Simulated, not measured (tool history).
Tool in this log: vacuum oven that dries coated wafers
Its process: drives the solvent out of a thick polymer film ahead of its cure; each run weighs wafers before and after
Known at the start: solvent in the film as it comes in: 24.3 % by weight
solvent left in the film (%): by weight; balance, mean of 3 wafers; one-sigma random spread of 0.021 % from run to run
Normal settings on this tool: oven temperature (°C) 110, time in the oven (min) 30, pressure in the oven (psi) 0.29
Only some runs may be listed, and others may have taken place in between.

{"run": 1, "day": 0.0, "oven temperature (°C)": 110, "time in the oven (min)": 30, "pressure in the oven (psi)": 0.29, "solvent left in the film (%)": 2.61}
{"run": 2, "day": 0.425, "oven temperature (°C)": 110, "time in the oven (min)": 30, "pressure in the oven (psi)": 0.29, "solvent left in the film (%)": 2.6}
{"run": 3, "day": 0.962, "oven temperature (°C)": 114, "time in the oven (min)": 30, "pressure in the oven (psi)": 0.29, "solvent left in the film (%)": 1.8}
{"run": 4, "day": 1.367, "oven temperature (°C)": 114, "time in the oven (min)": 17, "pressure in the oven (psi)": 0.29, "solvent left in the film (%)": 4.04}
{"run": 5, "day": 1.938, "oven temperature (°C)": 114, "time in the oven (min)": 17, "pressure in the oven (psi)": 0.29, "solvent left in the film (%)": 4.08}
{"run": 6, "day": 2.454, "oven temperature (°C)": 101, "time in the oven (min)": 17, "pressure in the oven (psi)": 0.149, "solvent left in the film (%)": 8.89}
{"run": 7, "day": 2.683, "oven temperature (°C)": 104, "time in the oven (min)": 18, "pressure in the oven (psi)": 0.236, "solvent left in the film (%)": 7.46}
{"run": 8, "day": 3.242, "oven temperature (°C)": 103, "time in the oven (min)": 36, "pressure in the oven (psi)": 0.244, "solvent left in the film (%)": 3.68}
{"run": 9, "day": 3.8, "oven temperature (°C)": 117, "time in the oven (min)": 46, "pressure in the oven (psi)": 0.197, "solvent left in the film (%)": 0.68}
{"run": 10, "day": 4.217, "oven temperature (°C)": 106, "time in the oven (min)": 41, "pressure in the oven (psi)": 0.244, "solvent left in the film (%)": 2.35}

Alternative continuations, all from the tool just after run 10; predict every row:
{"run": "A", "day": 4.542, "oven temperature (°C)": 103, "time in the oven (min)": 30, "pressure in the oven (psi)": 0.29, "solvent left in the film (%)": "?"}
{"run": "B", "day": 4.542, "oven temperature (°C)": 114, "time in the oven (min)": 32, "pressure in the oven (psi)": 0.696, "solvent left in the film (%)": "?"}
{"run": "C", "day": 4.542, "oven temperature (°C)": 106, "time in the oven (min)": 41, "pressure in the oven (psi)": 0.548, "solvent left in the film (%)": "?"}

run=A solvent_left_in_the_film_(%)=4.96
run=B solvent_left_in_the_film_(%)=3.07
run=C solvent_left_in_the_film_(%)=3.63
Take away the tool's hidden state, keep each run's random variation, and the runs would have read:
run=A solvent_left_in_the_film_(%)=5.23
run=B solvent_left_in_the_film_(%)=3.19
run=C solvent_left_in_the_film_(%)=3.8
